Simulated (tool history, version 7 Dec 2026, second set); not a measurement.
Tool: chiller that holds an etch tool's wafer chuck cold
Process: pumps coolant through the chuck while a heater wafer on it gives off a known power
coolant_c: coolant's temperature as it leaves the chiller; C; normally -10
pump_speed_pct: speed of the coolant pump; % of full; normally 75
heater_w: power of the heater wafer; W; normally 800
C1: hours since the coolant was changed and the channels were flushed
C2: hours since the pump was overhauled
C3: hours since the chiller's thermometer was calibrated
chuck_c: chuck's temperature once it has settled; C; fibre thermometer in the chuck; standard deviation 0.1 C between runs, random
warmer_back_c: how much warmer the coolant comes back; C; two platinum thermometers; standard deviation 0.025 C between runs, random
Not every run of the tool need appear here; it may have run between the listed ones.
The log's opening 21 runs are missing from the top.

{"run": 22, "hour": 489.6, "coolant_c": -4, "pump_speed_pct": 76, "heater_w": 1018, "C1": 684, "C2": 1749, "C3": 4137, "chuck_c": 3.3, "warmer_back_c": 3.27}
{"run": 23, "hour": 508.6, "coolant_c": -10, "pump_speed_pct": 65, "heater_w": 549, "C1": 703, "C2": 1768, "C3": 4156, "chuck_c": -5.7, "warmer_back_c": 2.1}
{"run": 24, "hour": 522.5, "coolant_c": -10, "pump_speed_pct": 76, "heater_w": 549, "C1": 717, "C2": 1782, "C3": 4170, "chuck_c": -6.1, "warmer_back_c": 1.79}
{"run": 25, "hour": 540.0, "coolant_c": -10, "pump_speed_pct": 76, "heater_w": 549, "C1": 735, "C2": 1800, "C3": 4188, "chuck_c": -6.1, "warmer_back_c": 1.76}
{"run": 26, "hour": 567.5, "coolant_c": -10, "pump_speed_pct": 70, "heater_w": 800, "C1": 762, "C2": 1827, "C3": 4215, "chuck_c": -3.9, "warmer_back_c": 2.86}
{"run": 27, "hour": 587.1, "coolant_c": -10, "pump_speed_pct": 70, "heater_w": 800, "C1": 782, "C2": 1847, "C3": 4235, "chuck_c": -3.8, "warmer_back_c": 2.82}
{"run": 28, "hour": 618.4, "coolant_c": -10, "pump_speed_pct": 75, "heater_w": 617, "C1": 813, "C2": 1878, "C3": 4266, "chuck_c": -5.6, "warmer_back_c": 2.06}
{"run": 29, "hour": 634.3, "coolant_c": -10, "pump_speed_pct": 87, "heater_w": 677, "C1": 829, "C2": 1894, "C3": 4282, "chuck_c": -5.5, "warmer_back_c": 1.92}
{"run": 30, "hour": 661.5, "coolant_c": -6, "pump_speed_pct": 70, "heater_w": 890, "C1": 856, "C2": 1921, "C3": 4309, "chuck_c": 0.8, "warmer_back_c": 3.14}
{"run": 31, "hour": 690.9, "coolant_c": -8, "pump_speed_pct": 82, "heater_w": 423, "C1": 886, "C2": 1951, "C3": 4339, "chuck_c": -5.3, "warmer_back_c": 1.23}
{"hour": 705.2, "done": "chiller's thermometer calibrated"}
{"run": 32, "hour": 712.4, "coolant_c": -8, "pump_speed_pct": 82, "heater_w": 423, "C1": 906, "C2": 1971, "C3": 7, "chuck_c": -5.1, "warmer_back_c": 1.22}

What if the next run were any one of these 4? Each begins from the tool's condition after run 32:
{"run": "A", "hour": 742.3, "coolant_c": -15, "pump_speed_pct": 81, "heater_w": 1072, "C1": 936, "C2": 2001, "C3": 37, "chuck_c": "?", "warmer_back_c": "?"}
{"run": "B", "hour": 742.3, "coolant_c": -8, "pump_speed_pct": 60, "heater_w": 1033, "C1": 936, "C2": 2001, "C3": 37, "chuck_c": "?", "warmer_back_c": "?"}
{"run": "C", "hour": 742.3, "coolant_c": -18, "pump_speed_pct": 69, "heater_w": 800, "C1": 936, "C2": 2001, "C3": 37, "chuck_c": "?", "warmer_back_c": "?"}
{"run": "D", "hour": 742.3, "coolant_c": -7, "pump_speed_pct": 61, "heater_w": 423, "C1": 936, "C2": 2001, "C3": 37, "chuck_c": "?", "warmer_back_c": "?"}

run=A chuck_c=-7.4 warmer_back_c=3.21
run=B chuck_c=1 warmer_back_c=4.28
run=C chuck_c=-11.5 warmer_back_c=2.92
run=D chuck_c=-3.4 warmer_back_c=1.69
With the hidden condition removed and each run's random variation left untouched, the same runs would have given:
run=A chuck_c=-7.8 warmer_back_c=3.04
run=B chuck_c=0.4 warmer_back_c=4.06
run=C chuck_c=-11.9 warmer_back_c=2.77
run=D chuck_c=-3.6 warmer_back_c=1.6
